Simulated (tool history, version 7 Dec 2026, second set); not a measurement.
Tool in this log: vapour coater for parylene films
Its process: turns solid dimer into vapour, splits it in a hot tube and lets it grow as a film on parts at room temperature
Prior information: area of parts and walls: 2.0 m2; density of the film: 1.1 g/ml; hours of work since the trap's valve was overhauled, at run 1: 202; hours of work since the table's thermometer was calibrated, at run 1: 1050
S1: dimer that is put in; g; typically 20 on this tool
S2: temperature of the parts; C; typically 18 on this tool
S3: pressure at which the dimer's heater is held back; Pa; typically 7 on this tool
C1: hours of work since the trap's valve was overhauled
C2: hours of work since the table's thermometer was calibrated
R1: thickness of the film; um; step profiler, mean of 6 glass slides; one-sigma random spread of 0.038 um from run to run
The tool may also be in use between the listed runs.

| run | hour | S1 | S2 | S3 | C1 | C2 | R1 |
|---|---|---|---|---|---|---|---|
| 1 | 0 | 20 | 18 | 7 | 202 | 1050 | 3.62 |
| 2 | 38.7 | 20 | 18 | 7 | 231 | 1079 | 3.61 |
| 3 | 93.8 | 20 | 18 | 7 | 271 | 1119 | 3.47 |
|  | 136.5 | trap's valve overhauled |
| 4 | 153.5 | 20 | 24 | 7 | 12 | 1160 | 2.69 |
| 5 | 180.8 | 20 | 24 | 7 | 32 | 1180 | 2.64 |
| 6 | 208.7 | 20 | 24 | 4.56 | 53 | 1200 | 2.89 |
| 7 | 263.4 | 20 | 18 | 4.72 | 93 | 1240 | 3.35 |
|  | 292.4 | trap's valve overhauled, once more |
| 8 | 324.8 | 20 | 14 | 4.72 | 24 | 1282 | 4.87 |
| 9 | 376 | 20 | 14 | 4.72 | 61 | 1319 | 4.83 |
| 10 | 405.4 | 20 | 14 | 4.72 | 83 | 1341 | 4.74 |
| 11 | 447.6 | 20 | 18 | 7 | 113 | 1372 | 3.83 |
| 12 | 473.3 | 20 | 18 | 7 | 132 | 1390 | 3.88 |
| 13 | 505 | 20 | 18 | 7 | 155 | 1414 | 3.75 |
| 14 | 542 | 20 | 18 | 7 | 182 | 1441 | 3.79 |

Predict the results of run 15:
| 15 | 582.3 | 20 | 13 | 7 | 212 | 1470 | ? |

Logged for run 15: R1 4.28 um.
Minus the tool's unlogged condition, the same run would have read R1 4.68 um.
